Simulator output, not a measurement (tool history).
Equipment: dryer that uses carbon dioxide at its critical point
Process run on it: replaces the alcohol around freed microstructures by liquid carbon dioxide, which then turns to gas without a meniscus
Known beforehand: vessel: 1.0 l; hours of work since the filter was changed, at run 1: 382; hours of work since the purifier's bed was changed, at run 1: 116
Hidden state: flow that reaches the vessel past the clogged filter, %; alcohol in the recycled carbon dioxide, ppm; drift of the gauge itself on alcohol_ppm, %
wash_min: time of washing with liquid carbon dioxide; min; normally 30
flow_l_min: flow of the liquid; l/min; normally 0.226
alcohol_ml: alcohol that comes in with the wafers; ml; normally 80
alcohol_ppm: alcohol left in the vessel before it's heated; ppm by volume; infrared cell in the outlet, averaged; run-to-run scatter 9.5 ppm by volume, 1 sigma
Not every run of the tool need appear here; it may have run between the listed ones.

| run | hour | wash_min | flow_l_min | alcohol_ml | hours of work since the filter was changed | hours of work since the purifier's bed was changed | alcohol_ppm |
|---|---|---|---|---|---|---|---|
| 1 | 0.0 | 30 | 0.226 | 80 | 382 | 116 | 877 |
| 2 | 15.2 | 30 | 0.226 | 80 | 388 | 123 | 887 |
| 3 | 24.8 | 30 | 0.226 | 80 | 392 | 127 | 883 |
| 4 | 33.9 | 30 | 0.226 | 80 | 396 | 131 | 877 |
| 5 | 46.1 | 30 | 0.226 | 80 | 401 | 136 | 885 |
| 6 | 59.3 | 30 | 0.226 | 80 | 407 | 141 | 924 |
| 7 | 74.0 | 30 | 0.226 | 80 | 413 | 148 | 913 |
| 8 | 87.9 | 30 | 0.226 | 80 | 419 | 153 | 920 |
| 9 | 103.6 | 30 | 0.226 | 80 | 425 | 160 | 915 |
| 10 | 119.4 | 30 | 0.226 | 20 | 432 | 167 | 268 |
| 11 | 127.9 | 30 | 0.226 | 20 | 436 | 170 | 284 |
| 12 | 143.6 | 30 | 0.226 | 93 | 442 | 177 | 1111 |
| 13 | 151.3 | 31 | 0.226 | 80 | 445 | 180 | 794 |
| 14 | 159.9 | 31 | 0.226 | 80 | 449 | 184 | 824 |
| 15 | 167.9 | 39 | 0.226 | 105 | 452 | 187 | 369 |
| 16 | 177.1 | 39 | 0.226 | 105 | 456 | 191 | 359 |
| 17 | 187.6 | 26 | 0.162 | 119 | 461 | 196 | 7101 |
| 18 | 202.9 | 30 | 0.354 | 24 | 467 | 202 | 87 |
| 19 | 214.6 | 30 | 0.354 | 24 | 472 | 207 | 81 |
| 20 | 229.5 | 30 | 0.354 | 24 | 478 | 213 | 85 |
| 21 | 238.5 | 30 | 0.354 | 24 | 482 | 217 | 84 |
| 22 | 251.5 | 48 | 0.153 | 84 | 488 | 223 | 663 |
| 23 | 262.8 | 39 | 0.226 | 80 | 492 | 227 | 317 |
| 24 | 269.6 | 39 | 0.226 | 80 | 495 | 230 | 320 |
| 25 | 279.6 | 30 | 0.153 | 80 | 500 | 234 | 3727 |

3 ways to go on from here, each from the tool as it stands after run 25. What would each give?
| A | 290.0 | 33 | 0.153 | 80 | 504 | 239 | ? |
| B | 290.0 | 30 | 0.138 | 80 | 504 | 239 | ? |
| C | 290.0 | 45 | 0.195 | 108 | 504 | 239 | ? |

| run | alcohol_ppm |
|---|---|
| A | 2819 |
| B | 4885 |
| C | 404 |
Had the tool no hidden state, the same runs would have come out as:
| run | alcohol_ppm |
|---|---|
| A | 1758 |
| B | 3325 |
| C | 163 |

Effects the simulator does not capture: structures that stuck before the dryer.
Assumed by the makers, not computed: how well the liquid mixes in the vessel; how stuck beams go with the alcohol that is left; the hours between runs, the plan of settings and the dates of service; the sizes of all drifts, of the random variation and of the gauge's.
